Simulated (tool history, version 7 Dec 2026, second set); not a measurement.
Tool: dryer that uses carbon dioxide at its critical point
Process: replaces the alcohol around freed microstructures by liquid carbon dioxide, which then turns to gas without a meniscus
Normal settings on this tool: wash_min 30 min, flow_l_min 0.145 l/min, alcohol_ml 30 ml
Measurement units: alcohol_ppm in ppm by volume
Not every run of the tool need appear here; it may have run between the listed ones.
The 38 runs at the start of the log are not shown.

run,hour,wash_min,flow_l_min,alcohol_ml,hours of work since the filter was changed,hours of work since the purifier's bed was changed,alcohol_ppm
39,1644.8,41,0.145,30,427,315,82
40,1705.6,24,0.132,30,475,364,305
41,1757.9,30,0.111,40,516,405,338
42,1801.3,30,0.111,40,551,439,354
# hour 1806.7: inlet filter changed
43,1831.4,48,0.145,30,20,462,117
44,1862.8,48,0.095,44,44,487,153
45,1903.8,33,0.095,26,77,520,309
46,1934.4,23,0.145,30,101,544,270

What does the tool deliver on the next run?
# hour 1988: purifier's bed changed
47,1994,30,0.229,113,146,5,?

alcohol_ppm: 12 ppm by volume
Without the tool's hidden state the same run would have given alcohol_ppm 11 ppm by volume.
